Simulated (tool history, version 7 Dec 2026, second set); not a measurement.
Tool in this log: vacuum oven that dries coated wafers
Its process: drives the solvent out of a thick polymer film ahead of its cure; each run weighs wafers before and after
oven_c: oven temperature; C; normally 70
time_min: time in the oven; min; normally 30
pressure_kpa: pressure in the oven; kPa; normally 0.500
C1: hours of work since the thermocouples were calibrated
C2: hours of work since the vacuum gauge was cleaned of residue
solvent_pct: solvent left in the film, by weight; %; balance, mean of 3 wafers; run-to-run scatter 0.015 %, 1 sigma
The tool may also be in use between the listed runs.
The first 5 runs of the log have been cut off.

{"run": 6, "day": 5.962, "oven_c": 59, "time_min": 30, "pressure_kpa": 0.5, "C1": 199, "C2": 682, "solvent_pct": 6.26}
{"run": 7, "day": 7.129, "oven_c": 70, "time_min": 30, "pressure_kpa": 0.5, "C1": 211, "C2": 694, "solvent_pct": 2.12}
{"run": 8, "day": 7.846, "oven_c": 70, "time_min": 30, "pressure_kpa": 0.5, "C1": 219, "C2": 702, "solvent_pct": 2.12}
{"run": 9, "day": 8.712, "oven_c": 70, "time_min": 30, "pressure_kpa": 0.5, "C1": 228, "C2": 711, "solvent_pct": 2.12}
{"run": 10, "day": 9.342, "oven_c": 70, "time_min": 30, "pressure_kpa": 1.413, "C1": 235, "C2": 718, "solvent_pct": 2.51}
{"run": 11, "day": 10.167, "oven_c": 70, "time_min": 30, "pressure_kpa": 1.413, "C1": 243, "C2": 726, "solvent_pct": 2.49}
{"run": 12, "day": 11.708, "oven_c": 70, "time_min": 30, "pressure_kpa": 1.413, "C1": 260, "C2": 743, "solvent_pct": 2.5}
{"run": 13, "day": 12.704, "oven_c": 70, "time_min": 30, "pressure_kpa": 1.413, "C1": 270, "C2": 753, "solvent_pct": 2.53}
{"run": 14, "day": 13.712, "oven_c": 70, "time_min": 30, "pressure_kpa": 1.413, "C1": 281, "C2": 764, "solvent_pct": 2.49}
{"run": 15, "day": 14.775, "oven_c": 70, "time_min": 30, "pressure_kpa": 1.413, "C1": 292, "C2": 775, "solvent_pct": 2.54}
{"run": 16, "day": 15.8, "oven_c": 70, "time_min": 30, "pressure_kpa": 1.413, "C1": 303, "C2": 786, "solvent_pct": 2.52}
{"run": 17, "day": 17.15, "oven_c": 70, "time_min": 49, "pressure_kpa": 0.5, "C1": 317, "C2": 800, "solvent_pct": 0.76}
{"run": 18, "day": 18.05, "oven_c": 70, "time_min": 30, "pressure_kpa": 0.794, "C1": 326, "C2": 809, "solvent_pct": 2.24}
{"run": 19, "day": 19.188, "oven_c": 70, "time_min": 30, "pressure_kpa": 0.794, "C1": 338, "C2": 821, "solvent_pct": 2.26}
{"run": 20, "day": 20.05, "oven_c": 57, "time_min": 30, "pressure_kpa": 0.794, "C1": 347, "C2": 830, "solvent_pct": 7.36}
{"run": 21, "day": 21.246, "oven_c": 85, "time_min": 21, "pressure_kpa": 0.794, "C1": 360, "C2": 843, "solvent_pct": 0.68}
{"run": 22, "day": 22.633, "oven_c": 85, "time_min": 21, "pressure_kpa": 1.397, "C1": 374, "C2": 857, "solvent_pct": 0.81}
{"run": 23, "day": 23.471, "oven_c": 70, "time_min": 30, "pressure_kpa": 0.774, "C1": 383, "C2": 866, "solvent_pct": 2.22}
{"run": 24, "day": 24.421, "oven_c": 70, "time_min": 37, "pressure_kpa": 0.68, "C1": 393, "C2": 876, "solvent_pct": 1.45}
{"run": 25, "day": 25.196, "oven_c": 72, "time_min": 16, "pressure_kpa": 0.493, "C1": 401, "C2": 884, "solvent_pct": 4.96}
{"run": 26, "day": 26.317, "oven_c": 72, "time_min": 16, "pressure_kpa": 0.493, "C1": 413, "C2": 896, "solvent_pct": 4.98}
{"run": 27, "day": 27.654, "oven_c": 72, "time_min": 16, "pressure_kpa": 0.493, "C1": 427, "C2": 910, "solvent_pct": 4.94}
{"run": 28, "day": 28.325, "oven_c": 72, "time_min": 16, "pressure_kpa": 0.493, "C1": 434, "C2": 917, "solvent_pct": 4.93}
{"run": 29, "day": 29.542, "oven_c": 70, "time_min": 30, "pressure_kpa": 0.501, "C1": 447, "C2": 930, "solvent_pct": 2.1}
{"run": 30, "day": 31.038, "oven_c": 82, "time_min": 30, "pressure_kpa": 0.355, "C1": 463, "C2": 946, "solvent_pct": 0.36}

Run 31 comes next. What will it give?
{"run": 31, "day": 32.542, "oven_c": 70, "time_min": 16, "pressure_kpa": 0.5, "C1": 479, "C2": 962, "solvent_pct": "?"}

For run 31 the tool returned solvent_pct 5.76 %.
Minus the tool's unlogged condition, the same run would have read solvent_pct 5.78 %.
